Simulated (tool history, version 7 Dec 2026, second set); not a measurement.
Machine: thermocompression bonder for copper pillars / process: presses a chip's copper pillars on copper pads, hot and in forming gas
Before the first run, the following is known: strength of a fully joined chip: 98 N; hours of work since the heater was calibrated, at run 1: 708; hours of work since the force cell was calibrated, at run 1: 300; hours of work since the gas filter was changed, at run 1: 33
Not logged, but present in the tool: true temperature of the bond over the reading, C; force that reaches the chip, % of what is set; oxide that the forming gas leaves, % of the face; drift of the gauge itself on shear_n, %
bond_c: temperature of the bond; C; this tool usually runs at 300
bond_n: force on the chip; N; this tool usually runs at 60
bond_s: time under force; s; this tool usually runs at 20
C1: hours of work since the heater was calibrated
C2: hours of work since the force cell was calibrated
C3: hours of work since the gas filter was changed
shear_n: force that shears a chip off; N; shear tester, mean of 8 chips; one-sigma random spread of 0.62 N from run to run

Run 1, hour 0.0: usual settings; C1 708; C2 300; C3 33. Result: shear_n 33.6 N.
Run 2, hour 75.9: usual settings; C1 767; C2 359; C3 92. Result: shear_n 32.7 N.
Run 3, hour 146.8: usual settings but bond_c 324 C; C1 822; C2 414; C3 147. Result: shear_n 45.8 N.
Run 4, hour 218.4: usual settings but bond_s 51 s; C1 878; C2 470; C3 203. Result: shear_n 44.6 N.
Run 5, hour 275.0: usual settings but bond_n 40 N; C1 922; C2 514; C3 247. Result: shear_n 20.2 N.
Run 6, hour 335.8: usual settings; C1 969; C2 561; C3 294. Result: shear_n 29.0 N.
Run 7, hour 406.6: usual settings; C1 1024; C2 616; C3 349. Result: shear_n 28.4 N.
Run 8, hour 474.5: usual settings; C1 1077; C2 669; C3 402. Result: shear_n 28.4 N.
Run 9, hour 517.3: usual settings; C1 1110; C2 702; C3 435. Result: shear_n 28.0 N.
At hour 524.4: forming gas filter changed.
Run 10, hour 585.8: usual settings but bond_c 285 C; C1 1163; C2 755; C3 48. Result: shear_n 24.4 N.
Run 11, hour 661.9: usual settings; C1 1222; C2 814; C3 107. Result: shear_n 29.6 N.
Run 12, hour 737.3: usual settings; C1 1281; C2 873; C3 166. Result: shear_n 30.7 N.
Run 13, hour 798.0: usual settings but bond_s 16 s; C1 1328; C2 920; C3 213. Result: shear_n 26.7 N.
Run 14, hour 862.7: usual settings but bond_s 16 s; C1 1378; C2 971; C3 263. Result: shear_n 25.4 N.
At hour 884.5: force cell calibrated.
Run 15, hour 905.0: usual settings but bond_n 42 N, bond_s 43 s; C1 1410; C2 16; C3 295. Result: shear_n 27.7 N.
Run 16, hour 949.5: usual settings but bond_n 76 N, bond_s 22 s; C1 1445; C2 51; C3 329. Result: shear_n 37.7 N.
Run 17, hour 993.7: usual settings but bond_c 276 C, bond_n 76 N, bond_s 55 s; C1 1479; C2 85; C3 364. Result: shear_n 35.8 N.
Run 18, hour 1025.2: usual settings but bond_c 276 C, bond_n 76 N, bond_s 55 s; C1 1503; C2 109; C3 388. Result: shear_n 34.5 N.
Run 19, hour 1056.2: usual settings but bond_c 279 C, bond_s 33 s; C1 1527; C2 133; C3 412. Result: shear_n 24.2 N.
At hour 1089.1: forming gas filter changed.
Run 20, hour 1130.8: usual settings but bond_c 271 C, bond_s 36 s; C1 1585; C2 191; C3 32. Result: shear_n 23.5 N.
At hour 1172.6: heater calibrated with a thermocouple chip.
Run 21, hour 1198.2: usual settings but bond_c 271 C, bond_s 36 s; C1 20; C2 242; C3 83. Result: shear_n 27.1 N.
Run 22, hour 1230.0: usual settings but bond_c 271 C, bond_s 36 s; C1 45; C2 267; C3 108. Result: shear_n 27.4 N.
Run 23, hour 1272.3: usual settings but bond_s 29 s; C1 77; C2 300; C3 141. Result: shear_n 39.8 N.
Run 24, hour 1307.7: usual settings but bond_s 29 s; C1 105; C2 327; C3 168. Result: shear_n 39.9 N.
Run 25, hour 1358.8: usual settings but bond_c 295 C, bond_s 30 s; C1 145; C2 367; C3 208. Result: shear_n 36.0 N.
Run 26, hour 1409.1: usual settings but bond_c 295 C; C1 184; C2 406; C3 247. Result: shear_n 31.0 N.
Run 27, hour 1448.8: usual settings but bond_c 321 C, bond_n 58 N, bond_s 13 s; C1 215; C2 437; C3 278. Result: shear_n 37.2 N.
Run 28, hour 1507.9: usual settings but bond_c 297 C, bond_n 52 N, bond_s 55 s; C1 261; C2 483; C3 324. Result: shear_n 38.8 N.

Predict each of these 3 candidate next runs independently; none follows another, all start after run 28:
Run A, hour 1568.3: usual settings but bond_c 317 C, bond_n 51 N, bond_s 23 s; C1 308; C2 530; C3 371. Result: shear_n ?.
Run B, hour 1568.3: usual settings but bond_c 297 C, bond_n 52 N, bond_s 19 s; C1 308; C2 530; C3 371. Result: shear_n ?.
Run C, hour 1568.3: usual settings but bond_c 321 C, bond_n 57 N, bond_s 23 s; C1 308; C2 530; C3 371. Result: shear_n ?.

run  shear_n
  A     35.7
  B     24.7
  C     42.1
Had the tool no hidden state, the same runs would have come out as:
run  shear_n
  A     42.2
  B     29.6
  C     49.5
